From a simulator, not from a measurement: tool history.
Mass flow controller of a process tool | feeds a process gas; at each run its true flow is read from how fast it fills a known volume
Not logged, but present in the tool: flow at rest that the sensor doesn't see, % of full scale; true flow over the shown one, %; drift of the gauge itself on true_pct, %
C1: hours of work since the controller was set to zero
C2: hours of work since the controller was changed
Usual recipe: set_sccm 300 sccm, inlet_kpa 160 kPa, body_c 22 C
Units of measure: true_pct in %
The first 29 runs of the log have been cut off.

Run 30, day 131.321: usual settings but set_sccm 850 sccm, inlet_kpa 261 kPa, body_c 28 C; C1 135; C2 2751. Result: true_pct 99.5 %.
Run 31, day 137.154: usual settings but set_sccm 656 sccm, inlet_kpa 180 kPa, body_c 27 C; C1 190; C2 2806. Result: true_pct 99.13 %.
Run 32, day 141.038: usual settings but set_sccm 656 sccm, inlet_kpa 180 kPa, body_c 27 C; C1 227; C2 2843. Result: true_pct 99.09 %.
Run 33, day 144.05: usual settings but set_sccm 143 sccm, inlet_kpa 267 kPa, body_c 27 C; C1 256; C2 2872. Result: true_pct 98.43 %.
Run 34, day 149.354: usual settings but set_sccm 143 sccm, inlet_kpa 267 kPa, body_c 27 C; C1 306; C2 2922. Result: true_pct 98.36 %.
Run 35, day 153.967: usual settings but set_sccm 161 sccm, inlet_kpa 205 kPa, body_c 21 C; C1 350; C2 2966. Result: true_pct 97.87 %.
Run 36, day 156.904: usual settings but set_sccm 628 sccm, inlet_kpa 165 kPa, body_c 23 C; C1 378; C2 2994. Result: true_pct 98.72 %.
Run 37, day 162.833: usual settings but set_sccm 186 sccm, inlet_kpa 200 kPa, body_c 38 C; C1 434; C2 3050. Result: true_pct 99.17 %.
Run 38, day 168.946: usual settings but set_sccm 126 sccm, inlet_kpa 180 kPa, body_c 35 C; C1 492; C2 3108. Result: true_pct 98.38 %.
Run 39, day 173.146: usual settings but set_sccm 669 sccm, inlet_kpa 180 kPa, body_c 32 C; C1 532; C2 3148. Result: true_pct 99.35 %.
Run 40, day 176.496: usual settings but set_sccm 669 sccm, inlet_kpa 180 kPa, body_c 32 C; C1 564; C2 3180. Result: true_pct 99.3 %.
Run 41, day 179.412: usual settings but set_sccm 669 sccm, inlet_kpa 180 kPa, body_c 32 C; C1 591; C2 3208. Result: true_pct 99.34 %.
Run 42, day 183.446: usual settings but set_sccm 254 sccm, inlet_kpa 203 kPa, body_c 40 C; C1 630; C2 3246. Result: true_pct 99.11 %.
Run 43, day 186.475: usual settings but set_sccm 254 sccm, inlet_kpa 203 kPa, body_c 40 C; C1 658; C2 3275. Result: true_pct 99.13 %.
Run 44, day 191.138: usual settings but set_sccm 193 sccm; C1 703; C2 3319. Result: true_pct 97.55 %.
Run 45, day 197.229: usual settings but set_sccm 193 sccm; C1 761; C2 3377. Result: true_pct 97.64 %.
Run 46, day 200.883: usual settings but set_sccm 306 sccm, inlet_kpa 153 kPa, body_c 35 C; C1 795; C2 3411. Result: true_pct 98.75 %.
Run 47, day 205.558: usual settings but set_sccm 208 sccm, inlet_kpa 200 kPa, body_c 29 C; C1 840; C2 3456. Result: true_pct 98.12 %.

3 options for the next run, each taken on its own from the tool as it stands now. Forecast them:
Run A, day 210.812: usual settings but set_sccm 266 sccm, inlet_kpa 167 kPa, body_c 25 C; C1 890; C2 3506. Result: true_pct ?.
Run B, day 210.812: usual settings but set_sccm 432 sccm, inlet_kpa 208 kPa, body_c 26 C; C1 890; C2 3506. Result: true_pct ?.
Run C, day 210.812: usual settings but set_sccm 225 sccm, inlet_kpa 227 kPa, body_c 29 C; C1 890; C2 3506. Result: true_pct ?.

run  true_pct
  A     98.16
  B     98.61
  C     98.25
Stripped of hidden state, with their random variation kept, the same runs would have yielded:
run  true_pct
  A      99.5
  B     99.72
  C     99.71
